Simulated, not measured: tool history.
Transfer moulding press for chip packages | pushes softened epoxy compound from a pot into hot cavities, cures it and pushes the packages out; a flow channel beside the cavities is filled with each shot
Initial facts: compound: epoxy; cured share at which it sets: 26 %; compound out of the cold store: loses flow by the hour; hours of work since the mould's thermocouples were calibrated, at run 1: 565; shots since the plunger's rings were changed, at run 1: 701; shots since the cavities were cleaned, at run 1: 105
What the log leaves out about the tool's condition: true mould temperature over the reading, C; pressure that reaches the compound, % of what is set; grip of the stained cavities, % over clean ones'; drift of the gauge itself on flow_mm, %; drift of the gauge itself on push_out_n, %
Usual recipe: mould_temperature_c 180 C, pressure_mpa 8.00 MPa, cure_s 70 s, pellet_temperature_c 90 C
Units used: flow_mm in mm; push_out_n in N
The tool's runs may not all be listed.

run	hour	mould_temperature_c	pressure_mpa	cure_s	pellet_temperature_c	hours of work since the mould's thermocouples were calibrated	shots since the plunger's rings were changed	shots since the cavities were cleaned	incoming compound's hours out of the cold store	flow_mm	push_out_n
1	0.0	180	8.00	70	90	565	701	105	29.6	622	645
2	20.3	180	8.00	70	90	577	964	368	23.2	625	782
# hour 32.0: cavities cleaned with cleaning compound and waxed
3	52.0	180	8.00	70	90	596	1356	260	37.9	601	720
4	67.2	180	8.00	70	90	605	1553	457	43.6	578	757
# hour 70.7: cavities cleaned with cleaning compound and waxed
5	83.5	180	8.00	70	90	614	1745	165	28.9	603	700
6	99.2	180	8.00	70	90	624	1949	369	33.2	600	740
# hour 110.6: cavities cleaned with cleaning compound and waxed
7	116.6	180	8.00	70	90	634	2155	77	28.8	608	669
8	139.3	180	8.00	70	90	648	2450	372	24.5	613	745
# hour 143.1: mould's thermocouples calibrated
# hour 153.8: cavities cleaned with cleaning compound and waxed
9	157.8	180	8.00	70	90	8	2645	52	24.2	613	648
10	185.9	180	8.50	70	90	26	3009	416	28.8	608	780
# hour 194.3: cavities cleaned with cleaning compound and waxed
11	209.4	180	8.50	70	90	39	3295	196	19.4	618	723
# hour 216.4: mould's thermocouples calibrated, once more
12	225.1	180	6.90	70	90	5	3473	374	18.0	568	745
# hour 235.6: cavities cleaned with cleaning compound and waxed
13	249.0	180	6.43	70	90	19	3764	174	36.7	509	643
# hour 276.1: cavities cleaned with cleaning compound and waxed
14	278.0	178	8.00	70	90	36	4120	24	44.9	551	645
15	303.6	180	8.00	78	90	52	4453	357	37.0	558	598
# hour 315.7: cavities cleaned with cleaning compound and waxed
16	334.9	180	8.00	67	90	70	4839	248	39.3	552	736
# hour 345.6: plunger's sealing rings changed
# hour 356.7: cavities cleaned with cleaning compound and waxed
17	362.1	180	7.06	104	90	85	195	70	40.3	563	479
18	379.1	180	8.39	104	84	95	415	290	27.4	640	534
19	393.0	186	8.94	70	90	104	595	470	36.8	626	611
# hour 397.6: cavities cleaned with cleaning compound and waxed
20	421.2	186	8.94	70	90	120	942	306	25.6	641	561
# hour 436.2: cavities cleaned with cleaning compound and waxed
21	452.1	186	8.94	70	90	138	1324	207	30.6	626	557
# hour 476.4: cavities cleaned with cleaning compound and waxed
22	486.6	179	6.03	64	92	159	1751	132	28.1	524	822
23	500.5	185	8.00	70	81	167	1932	313	19.8	605	593
# hour 514.9: cavities cleaned with cleaning compound and waxed
24	531.7	179	6.70	98	100	186	2317	217	36.7	536	527
# hour 554.5: cavities cleaned with cleaning compound and waxed
25	556.9	182	9.61	102	90	200	2626	32	18.6	673	444
26	588.9	182	9.61	102	90	220	3040	446	45.9	600	568
# hour 594.7: cavities cleaned with cleaning compound and waxed
27	612.0	180	9.99	70	90	233	3321	224	25.0	657	719
# hour 633.6: cavities cleaned with cleaning compound and waxed
28	639.1	180	8.00	70	87	249	3653	71	30.9	574	628

Branching from run 28: 3 alternative next runs. What would each branch give?
A	668.2	182	8.00	70	87	267	4032	450	31.3	?	?
B	668.2	180	6.71	70	92	267	4032	450	11.7	?	?
C	668.2	178	10.00	70	82	267	4032	450	18.1	?	?

run	flow_mm	push_out_n
A	576	708
B	555	753
C	679	898
What these runs would have given with no unlogged condition in the tool:
run	flow_mm	push_out_n
A	624	547
B	601	581
C	734	689

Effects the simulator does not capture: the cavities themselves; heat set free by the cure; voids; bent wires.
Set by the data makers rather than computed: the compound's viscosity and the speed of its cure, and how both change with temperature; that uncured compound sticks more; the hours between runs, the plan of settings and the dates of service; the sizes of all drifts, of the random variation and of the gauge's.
